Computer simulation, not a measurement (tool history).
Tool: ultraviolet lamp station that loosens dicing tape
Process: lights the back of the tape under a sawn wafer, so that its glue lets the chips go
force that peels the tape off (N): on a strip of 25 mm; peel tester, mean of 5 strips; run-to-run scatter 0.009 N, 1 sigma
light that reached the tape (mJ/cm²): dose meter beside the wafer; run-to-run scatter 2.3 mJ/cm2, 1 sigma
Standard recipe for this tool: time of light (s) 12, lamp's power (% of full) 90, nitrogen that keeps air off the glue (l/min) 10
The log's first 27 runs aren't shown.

run     day  time of light (s)  lamp's power (% of full)  nitrogen that keeps air off the glue (l/min)  force that peels the tape off (N)  light that reached the tape (mJ/cm²)
 28  40.825                  9                        68                                            10                              1.127                                   133
 29  42.562                  8                        68                                            12                              1.276                                   121
 30  44.121                 21                        91                                            10                              0.134                                   427
 31  45.654                 21                        67                                             6                              0.304                                   308
 32  46.571                 21                        67                                             6                              0.318                                   311
 33  47.708                 21                        61                                             6                              0.373                                   284
 34   49.05                 21                        61                                             6                              0.372                                   283
 35  50.708                 21                        61                                             6                              0.379                                   286
 36  52.067                 13                        67                                             6                              0.845                                   192
 37  53.312                 12                        70                                            10                              0.643                                   185
 38  55.129                 12                        92                                             7                              0.467                                   246
 39  56.975                 12                        92                                             7                              0.471                                   251
 40  58.517                 12                        92                                             7                              0.472                                   244
     58.712  -- window cleaned of glue's vapour
     59.221  -- lamp changed
 41  59.558                 12                        92                                             7                              0.456                                   244
 42  61.371                  7                        89                                            10                              1.083                                   137
 43  63.446                 16                        77                                            10                              0.285                                   277
 44  65.088                 16                        75                                             4                              0.561                                   266

Forecast each of these 3 alternatives for the next run:
  A  66.388                 16                        61                                             4                                  ?                                     ?
  B  66.388                 24                        75                                             4                                  ?                                     ?
  C  66.388                 16                        97                                             6                                  ?                                     ?

run  force that peels the tape off (N)  light that reached the tape (mJ/cm²)
  A                              0.908                                   220
  B                              0.239                                   402
  C                              0.235                                   345
Stripped of hidden state, with their random variation kept, the same runs would have yielded:
run  force that peels the tape off (N)  light that reached the tape (mJ/cm²)
  A                              0.907                                   220
  B                              0.239                                   403
  C                              0.235                                   346
